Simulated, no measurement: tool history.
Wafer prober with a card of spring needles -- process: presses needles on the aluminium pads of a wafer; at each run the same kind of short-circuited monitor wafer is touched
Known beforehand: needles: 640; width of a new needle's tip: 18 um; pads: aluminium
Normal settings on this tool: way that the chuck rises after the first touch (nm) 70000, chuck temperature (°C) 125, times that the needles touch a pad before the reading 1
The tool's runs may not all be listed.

| run | hour | way that the chuck rises after the first touch (nm) | chuck temperature (°C) | times that the needles touch a pad before the reading | resistance of one needle with its contact and lead (mohm) | way that a needle slides on the pad (nm) |
|---|---|---|---|---|---|---|
| 1 | 0 | 70000 | 125 | 1 | 256 | 17030 |
|  | 10 | tips cleaned on abrasive film |
|  | 23.3 | tips cleaned on abrasive film |
| 2 | 32.5 | 70000 | 65 | 1 | 244 | 17010 |
|  | 37.2 | tips cleaned on abrasive film |
|  | 51.9 | tips cleaned on abrasive film |
| 3 | 57.4 | 70000 | 125 | 1 | 258 | 17030 |
|  | 65.7 | tips cleaned on abrasive film |
|  | 78.7 | tips cleaned on abrasive film |
| 4 | 78.7 | 70000 | 125 | 1 | 259 | 17060 |
|  | 92.1 | tips cleaned on abrasive film |
|  | 105 | tips cleaned on abrasive film |
| 5 | 110.6 | 70000 | 125 | 3 | 256 | 17020 |
|  | 119 | tips cleaned on abrasive film |
|  | 132.4 | tips cleaned on abrasive film |
|  | 145.3 | tips cleaned on abrasive film |
| 6 | 145.3 | 70000 | 125 | 3 | 261 | 16980 |
|  | 157.5 | tips cleaned on abrasive film |
|  | 169.9 | tips cleaned on abrasive film |
|  | 170.2 | height of the first contact set anew |
| 7 | 170.9 | 70000 | 125 | 3 | 256 | 16970 |
|  | 183.4 | tips cleaned on abrasive film |
|  | 196.6 | tips cleaned on abrasive film |
| 8 | 202.1 | 70000 | 125 | 1 | 257 | 17030 |
|  | 208.9 | tips cleaned on abrasive film |
|  | 223.6 | tips cleaned on abrasive film |
| 9 | 225.4 | 70000 | 125 | 1 | 256 | 17060 |
|  | 237.7 | tips cleaned on abrasive film |
|  | 250.6 | tips cleaned on abrasive film |
| 10 | 253.3 | 70000 | 112 | 1 | 256 | 17050 |
|  | 263 | tips cleaned on abrasive film |
|  | 276.5 | tips cleaned on abrasive film |
| 11 | 277.6 | 70000 | 112 | 1 | 252 | 16990 |
|  | 288.6 | tips cleaned on abrasive film |
|  | 300.5 | tips cleaned on abrasive film |
| 12 | 308.7 | 70000 | 78 | 1 | 247 | 17050 |
|  | 313.7 | tips cleaned on abrasive film |
|  | 326.1 | tips cleaned on abrasive film |
| 13 | 333.9 | 70000 | 78 | 1 | 246 | 17000 |
|  | 338.1 | tips cleaned on abrasive film |
|  | 350.6 | tips cleaned on abrasive film |
| 14 | 353.4 | 70000 | 78 | 1 | 245 | 16980 |
|  | 365 | tips cleaned on abrasive film |
|  | 377.2 | tips cleaned on abrasive film |
| 15 | 385.3 | 70000 | 78 | 1 | 246 | 16970 |
|  | 390.9 | tips cleaned on abrasive film |
|  | 403.3 | tips cleaned on abrasive film |
| 16 | 412.9 | 57000 | 98 | 1 | 256 | 13830 |
|  | 415.9 | tips cleaned on abrasive film |
|  | 429.7 | tips cleaned on abrasive film |
|  | 443.6 | tips cleaned on abrasive film |
| 17 | 451.1 | 77000 | 67 | 1 | 244 | 18690 |
|  | 456.2 | tips cleaned on abrasive film |
|  | 466.8 | height of the first contact set anew |
|  | 469 | tips cleaned on abrasive film |
| 18 | 469.2 | 70000 | 125 | 3 | 261 | 17050 |
|  | 481.4 | tips cleaned on abrasive film |
| 19 | 489.2 | 70000 | 125 | 3 | 258 | 16950 |
|  | 494.1 | tips cleaned on abrasive film |
|  | 506.5 | tips cleaned on abrasive film |
|  | 519.5 | tips cleaned on abrasive film |
| 20 | 524.3 | 80000 | 125 | 2 | 256 | 19440 |
|  | 531.3 | tips cleaned on abrasive film |
| 21 | 542.3 | 76000 | 125 | 2 | 255 | 18450 |
|  | 545.3 | tips cleaned on abrasive film |
|  | 558.1 | tips cleaned on abrasive film |
|  | 572.7 | tips cleaned on abrasive film |
| 22 | 575.4 | 70000 | 55 | 3 | 238 | 17070 |
|  | 586.1 | tips cleaned on abrasive film |
|  | 599.2 | tips cleaned on abrasive film |
| 23 | 607.2 | 63000 | 81 | 1 | 251 | 15340 |
|  | 611.5 | tips cleaned on abrasive film |
|  | 624.4 | tips cleaned on abrasive film |
|  | 636.5 | tips cleaned on abrasive film |
| 24 | 645.7 | 56000 | 68 | 1 | 252 | 13640 |
|  | 648.7 | tips cleaned on abrasive film |
|  | 660.7 | tips cleaned on abrasive film |
|  | 673.5 | tips cleaned on abrasive film |
| 25 | 676.2 | 56000 | 68 | 1 | 251 | 13570 |
|  | 688 | tips cleaned on abrasive film |
|  | 700.8 | tips cleaned on abrasive film |
| 26 | 709.6 | 56000 | 68 | 1 | 252 | 13600 |

Run 27 comes next. What will it give?
|  | 713.1 | tips cleaned on abrasive film |
|  | 725.7 | tips cleaned on abrasive film |
|  | 738.6 | tips cleaned on abrasive film |
| 27 | 746.4 | 58000 | 68 | 1 | ? | ? |

{"run 27": {"resistance of one needle with its contact and lead (mohm)": 249, "way that a needle slides on the pad (nm)": 14120}}
Had the tool carried no hidden state, the very same run would have given resistance of one needle with its contact and lead (mohm) 248, way that a needle slides on the pad (nm) 14140.
